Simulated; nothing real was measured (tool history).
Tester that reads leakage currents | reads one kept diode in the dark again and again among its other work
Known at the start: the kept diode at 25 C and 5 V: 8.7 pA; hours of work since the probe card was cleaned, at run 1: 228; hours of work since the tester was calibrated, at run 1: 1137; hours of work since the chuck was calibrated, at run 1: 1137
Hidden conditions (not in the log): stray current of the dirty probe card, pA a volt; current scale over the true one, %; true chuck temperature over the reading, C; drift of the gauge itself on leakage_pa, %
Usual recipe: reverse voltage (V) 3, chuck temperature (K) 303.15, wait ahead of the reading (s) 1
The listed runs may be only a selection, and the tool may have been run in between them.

run,hour,reverse voltage (V),chuck temperature (K),wait ahead of the reading (s),hours of work since the probe card was cleaned,hours of work since the tester was calibrated,hours of work since the chuck was calibrated,current that the tester gives (pA)
1,0,3,303.15,1,228,1137,1137,11.64
2,62.6,3,303.15,5.55,271,1180,1180,10.92
3,133,3,303.15,1,319,1228,1228,12.04
4,178.4,3,303.15,1,349,1259,1259,12.09
5,214,3,303.15,1,374,1283,1283,12.15
6,277.6,3,303.15,1,417,1326,1326,12.13
7,330.1,7,325.15,1,453,1362,1362,71.06
# hour 336: chuck's temperature calibrated
8,367.6,7,325.15,1,477,1386,22,70.45
9,439.6,7,325.15,1,526,1435,71,70.62
10,496.2,7,325.15,1,564,1474,109,70.68
11,564.6,1.39,303.15,1,611,1520,156,8.18
12,639.8,3,300.15,1,662,1571,207,10.59

Consider 4 possible next runs. They are alternatives, not a sequence: every one starts from the tool as it was left by run 12. What does each give?
A,699.8,3,303.15,2.7,703,1612,248,?
B,699.8,13.21,303.15,1,703,1612,248,?
C,699.8,3,296.15,2.01,703,1612,248,?
D,699.8,3.27,303.15,9.16,703,1612,248,?

run,current that the tester gives (pA)
A,11.77
B,30.8
C,7.93
D,12.07
Without the tool's unlogged condition, the same runs would have read:
run,current that the tester gives (pA)
A,10.62
B,24.31
C,6.56
D,10.78
